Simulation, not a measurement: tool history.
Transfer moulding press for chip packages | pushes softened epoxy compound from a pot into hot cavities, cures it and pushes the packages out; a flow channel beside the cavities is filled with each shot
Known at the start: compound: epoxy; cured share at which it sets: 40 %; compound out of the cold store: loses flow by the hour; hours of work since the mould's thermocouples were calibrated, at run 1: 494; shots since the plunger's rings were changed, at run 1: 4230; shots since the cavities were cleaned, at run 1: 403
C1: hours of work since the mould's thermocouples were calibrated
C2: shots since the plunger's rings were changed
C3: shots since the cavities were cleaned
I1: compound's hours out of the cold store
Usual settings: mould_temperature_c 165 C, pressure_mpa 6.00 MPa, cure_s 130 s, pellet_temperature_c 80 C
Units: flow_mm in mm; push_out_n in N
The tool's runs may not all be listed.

Run 1, hour 0.0: usual settings; C1 494; C2 4230; C3 403; I1 42.7. Result: flow_mm 502 mm, push_out_n 345 N.
At hour 12.0: cavities cleaned with cleaning compound and waxed.
Run 2, hour 26.5: usual settings; C1 511; C2 4454; C3 130; I1 27.4. Result: flow_mm 540 mm, push_out_n 357 N.
Run 3, hour 63.3: usual settings but pressure_mpa 4.93 MPa; C1 534; C2 4783; C3 459; I1 9.5. Result: flow_mm 538 mm, push_out_n 351 N.
At hour 69.3: cavities cleaned with cleaning compound and waxed.
Run 4, hour 88.3: usual settings but pressure_mpa 4.93 MPa; C1 550; C2 4994; C3 170; I1 22.0. Result: flow_mm 506 mm, push_out_n 344 N.
Run 5, hour 113.2: usual settings but pressure_mpa 4.93 MPa; C1 566; C2 5217; C3 393; I1 25.1. Result: flow_mm 497 mm, push_out_n 343 N.
At hour 127.4: cavities cleaned with cleaning compound and waxed.
Run 6, hour 138.2: usual settings but pressure_mpa 4.93 MPa; C1 581; C2 5428; C3 97; I1 38.9. Result: flow_mm 460 mm, push_out_n 345 N.
Run 7, hour 158.7: usual settings but pressure_mpa 4.93 MPa; C1 594; C2 5611; C3 280; I1 38.5. Result: flow_mm 468 mm, push_out_n 343 N.
At hour 181.3: plunger's sealing rings changed.
At hour 188.0: cavities cleaned with cleaning compound and waxed.
Run 8, hour 191.1: usual settings but pellet_temperature_c 86 C; C1 613; C2 75; C3 29; I1 14.5. Result: flow_mm 573 mm, push_out_n 338 N.
Run 9, hour 222.2: usual settings but mould_temperature_c 163 C; C1 633; C2 353; C3 307; I1 41.8. Result: flow_mm 508 mm, push_out_n 357 N.
At hour 246.4: cavities cleaned with cleaning compound and waxed.
Run 10, hour 252.5: usual settings but mould_temperature_c 163 C; C1 652; C2 611; C3 55; I1 31.6. Result: flow_mm 530 mm, push_out_n 354 N.
At hour 261.0: mould's thermocouples calibrated.
Run 11, hour 294.3: usual settings but pressure_mpa 6.04 MPa; C1 22; C2 967; C3 411; I1 13.7. Result: flow_mm 574 mm, push_out_n 366 N.
At hour 305.3: cavities cleaned with cleaning compound and waxed.
Run 12, hour 315.6: usual settings; C1 35; C2 1145; C3 93; I1 10.6. Result: flow_mm 586 mm, push_out_n 356 N.
Run 13, hour 352.8: usual settings but mould_temperature_c 161 C; C1 59; C2 1478; C3 426; I1 12.5. Result: flow_mm 591 mm, push_out_n 406 N.
At hour 363.2: cavities cleaned with cleaning compound and waxed.
Run 14, hour 383.1: usual settings but mould_temperature_c 161 C; C1 77; C2 1736; C3 178; I1 24.8. Result: flow_mm 553 mm, push_out_n 414 N.
Run 15, hour 404.0: usual settings but mould_temperature_c 161 C; C1 91; C2 1924; C3 366; I1 28.4. Result: flow_mm 548 mm, push_out_n 389 N.
At hour 420.1: cavities cleaned with cleaning compound and waxed.
Run 16, hour 424.2: usual settings but mould_temperature_c 172 C, cure_s 165 s; C1 103; C2 2091; C3 37; I1 29.8. Result: flow_mm 527 mm, push_out_n 327 N.
Run 17, hour 450.4: usual settings but mould_temperature_c 164 C, pressure_mpa 6.57 MPa, cure_s 155 s; C1 120; C2 2326; C3 272; I1 17.0. Result: flow_mm 589 mm, push_out_n 338 N.
Run 18, hour 473.3: usual settings but mould_temperature_c 164 C, pressure_mpa 6.57 MPa, cure_s 155 s; C1 135; C2 2531; C3 477; I1 13.9. Result: flow_mm 602 mm, push_out_n 343 N.
At hour 476.7: cavities cleaned with cleaning compound and waxed.
Run 19, hour 510.6: usual settings but cure_s 123 s, pellet_temperature_c 81 C; C1 158; C2 2851; C3 303; I1 40.1. Result: flow_mm 515 mm, push_out_n 353 N.
At hour 534.2: cavities cleaned with cleaning compound and waxed.
Run 20, hour 536.7: usual settings but mould_temperature_c 167 C, pressure_mpa 5.67 MPa, cure_s 123 s, pellet_temperature_c 81 C; C1 174; C2 3071; C3 22; I1 41.3. Result: flow_mm 491 mm, push_out_n 336 N.
Run 21, hour 565.4: usual settings but mould_temperature_c 167 C, pressure_mpa 5.67 MPa, cure_s 123 s, pellet_temperature_c 81 C; C1 193; C2 3329; C3 280; I1 44.6. Result: flow_mm 484 mm, push_out_n 355 N.
At hour 592.8: cavities cleaned with cleaning compound and waxed.
Run 22, hour 605.5: usual settings but mould_temperature_c 162 C, pressure_mpa 7.49 MPa, cure_s 122 s, pellet_temperature_c 71 C; C1 218; C2 3674; C3 114; I1 23.7. Result: flow_mm 615 mm, push_out_n 405 N.
Run 23, hour 624.4: usual settings but mould_temperature_c 162 C, pressure_mpa 7.49 MPa, cure_s 122 s, pellet_temperature_c 71 C; C1 230; C2 3844; C3 284; I1 32.4. Result: flow_mm 589 mm, push_out_n 420 N.
Run 24, hour 642.7: usual settings but mould_temperature_c 162 C, pressure_mpa 4.58 MPa, cure_s 122 s, pellet_temperature_c 71 C; C1 242; C2 4008; C3 448; I1 42.2. Result: flow_mm 447 mm, push_out_n 390 N.
At hour 652.3: cavities cleaned with cleaning compound and waxed.
Run 25, hour 667.1: usual settings but mould_temperature_c 162 C, pressure_mpa 4.58 MPa, cure_s 145 s, pellet_temperature_c 74 C; C1 257; C2 4213; C3 132; I1 45.0. Result: flow_mm 436 mm, push_out_n 335 N.
Run 26, hour 701.2: usual settings but mould_temperature_c 162 C, pressure_mpa 4.58 MPa, cure_s 145 s, pellet_temperature_c 74 C; C1 279; C2 4518; C3 437; I1 43.0. Result: flow_mm 448 mm, push_out_n 348 N.
At hour 709.6: cavities cleaned with cleaning compound and waxed.
Run 27, hour 739.7: usual settings but mould_temperature_c 167 C, pressure_mpa 6.48 MPa; C1 303; C2 4850; C3 270; I1 46.0. Result: flow_mm 513 mm, push_out_n 328 N.

3 ways to go on from here, each from the tool as it stands after run 27. What would each give?
Run A, hour 760.7: usual settings but mould_temperature_c 170 C, pressure_mpa 6.48 MPa; C1 317; C2 5038; C3 458; I1 20.9. Result: flow_mm ?, push_out_n ?.
Run B, hour 760.7: usual settings but mould_temperature_c 171 C, pressure_mpa 6.48 MPa, cure_s 112 s, pellet_temperature_c 71 C; C1 317; C2 5038; C3 458; I1 13.3. Result: flow_mm ?, push_out_n ?.
Run C, hour 760.7: usual settings but mould_temperature_c 168 C, pressure_mpa 5.96 MPa, cure_s 120 s; C1 317; C2 5038; C3 458; I1 29.2. Result: flow_mm ?, push_out_n ?.

run  flow_mm  push_out_n
  A      565         345
  B      588         351
  C      528         335
Without the tool's hidden state the same runs would have given:
run  flow_mm  push_out_n
  A      565         343
  B      589         349
  C      529         333

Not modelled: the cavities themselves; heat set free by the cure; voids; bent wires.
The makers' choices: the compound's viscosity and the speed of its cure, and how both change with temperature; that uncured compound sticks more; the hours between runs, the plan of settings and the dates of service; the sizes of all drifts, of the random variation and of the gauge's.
